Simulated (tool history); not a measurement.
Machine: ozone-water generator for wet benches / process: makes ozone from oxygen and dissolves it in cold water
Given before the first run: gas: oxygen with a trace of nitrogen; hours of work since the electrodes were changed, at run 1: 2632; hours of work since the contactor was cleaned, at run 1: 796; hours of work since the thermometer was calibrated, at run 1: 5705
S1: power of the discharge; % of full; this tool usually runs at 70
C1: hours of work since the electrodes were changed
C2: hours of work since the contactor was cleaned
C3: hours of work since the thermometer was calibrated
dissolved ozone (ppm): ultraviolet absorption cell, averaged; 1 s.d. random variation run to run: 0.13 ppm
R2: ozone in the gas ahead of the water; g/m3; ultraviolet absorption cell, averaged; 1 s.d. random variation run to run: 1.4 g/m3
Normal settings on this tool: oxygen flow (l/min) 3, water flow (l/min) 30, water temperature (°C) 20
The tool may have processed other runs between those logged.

Run 1, hour 0: usual settings; C1 2632; C2 796; C3 5705. Result: dissolved ozone (ppm) 14.3, R2 261.2 g/m3.
Run 2, hour 194.3: usual settings but water flow (l/min) 36; C1 2766; C2 930; C3 5839. Result: dissolved ozone (ppm) 12.3, R2 262.3 g/m3.
Run 3, hour 333: usual settings but water flow (l/min) 36; C1 2861; C2 1025; C3 5934. Result: dissolved ozone (ppm) 12.1, R2 263.5 g/m3.
At hour 424.8: water thermometer calibrated.
Run 4, hour 561.4: usual settings; C1 3018; C2 1182; C3 94. Result: dissolved ozone (ppm) 14.4, R2 261 g/m3.
Run 5, hour 768.6: usual settings but oxygen flow (l/min) 5.24; C1 3160; C2 1324; C3 237. Result: dissolved ozone (ppm) 14.9, R2 188.3 g/m3.
Run 6, hour 921.2: usual settings but oxygen flow (l/min) 5.24; C1 3265; C2 1429; C3 342. Result: dissolved ozone (ppm) 15.1, R2 186.5 g/m3.
Run 7, hour 1078.9: usual settings but oxygen flow (l/min) 5.24; C1 3374; C2 1538; C3 450. Result: dissolved ozone (ppm) 15.3, R2 186 g/m3.
Run 8, hour 1273.4: usual settings but S1 50 % of full; C1 3508; C2 1672; C3 584. Result: dissolved ozone (ppm) 12, R2 219.6 g/m3.
Run 9, hour 1479: usual settings but S1 50 % of full; C1 3649; C2 1813; C3 725. Result: dissolved ozone (ppm) 12, R2 220.1 g/m3.
Run 10, hour 1662.8: usual settings but S1 50 % of full; C1 3776; C2 1940; C3 852. Result: dissolved ozone (ppm) 11.9, R2 220.8 g/m3.
Run 11, hour 1824: usual settings but S1 50 % of full; C1 3887; C2 2051; C3 963. Result: dissolved ozone (ppm) 12.2, R2 219.3 g/m3.
Run 12, hour 1952.1: usual settings but S1 50 % of full; C1 3975; C2 2139; C3 1051. Result: dissolved ozone (ppm) 12.2, R2 219 g/m3.
Run 13, hour 2084.7: usual settings but water temperature (°C) 27; C1 4066; C2 2230; C3 1142. Result: dissolved ozone (ppm) 13.3, R2 261 g/m3.
Run 14, hour 2180.8: usual settings but water flow (l/min) 40, water temperature (°C) 13; C1 4132; C2 2296; C3 1208. Result: dissolved ozone (ppm) 11.3, R2 261.8 g/m3.
Run 15, hour 2311.5: usual settings but oxygen flow (l/min) 5.24, water flow (l/min) 38, water temperature (°C) 25; C1 4222; C2 2386; C3 1298. Result: dissolved ozone (ppm) 11.6, R2 187.5 g/m3.
Run 16, hour 2449.7: usual settings but oxygen flow (l/min) 5.24, water flow (l/min) 38, water temperature (°C) 25; C1 4317; C2 2481; C3 1393. Result: dissolved ozone (ppm) 11.9, R2 186.7 g/m3.
Run 17, hour 2614.2: usual settings but S1 80 % of full, oxygen flow (l/min) 4.05, water temperature (°C) 23; C1 4430; C2 2594; C3 1506. Result: dissolved ozone (ppm) 15.4, R2 231.9 g/m3.
Run 18, hour 2750: usual settings but S1 80 % of full, oxygen flow (l/min) 4.05, water flow (l/min) 21, water temperature (°C) 17; C1 4524; C2 2688; C3 1600. Result: dissolved ozone (ppm) 22.1, R2 233.6 g/m3.
Run 19, hour 2984.1: usual settings but S1 66 % of full, water temperature (°C) 21; C1 4685; C2 2849; C3 1761. Result: dissolved ozone (ppm) 13.8, R2 254.6 g/m3.
Run 20, hour 3221.7: usual settings but S1 58 % of full, oxygen flow (l/min) 4.31, water flow (l/min) 39, water temperature (°C) 19; C1 4848; C2 3012; C3 1924. Result: dissolved ozone (ppm) 10.9, R2 190.4 g/m3.
Run 21, hour 3359.8: usual settings but S1 58 % of full, oxygen flow (l/min) 4.31, water flow (l/min) 39, water temperature (°C) 19; C1 4943; C2 3107; C3 2019. Result: dissolved ozone (ppm) 10.9, R2 190.4 g/m3.

What if the next run were any one of these 3? Each begins from the tool's condition after run 21:
Run A, hour 3483.8: usual settings but water flow (l/min) 21, water temperature (°C) 15; C1 5029; C2 3193; C3 2105. Result: dissolved ozone (ppm) ?, R2 ?.
Run B, hour 3483.8: usual settings but S1 80 % of full, oxygen flow (l/min) 2.81, water temperature (°C) 13; C1 5029; C2 3193; C3 2105. Result: dissolved ozone (ppm) ?, R2 ?.
Run C, hour 3483.8: usual settings but S1 84 % of full; C1 5029; C2 3193; C3 2105. Result: dissolved ozone (ppm) ?, R2 ?.

run  dissolved ozone (ppm)     R2
  A                   20.3  263.6
  B                     16  294.4
  C                   15.9    287
What these runs would have given with no unlogged condition in the tool:
run  dissolved ozone (ppm)     R2
  A                   20.3  263.7
  B                     16  294.5
  C                   15.9  287.2
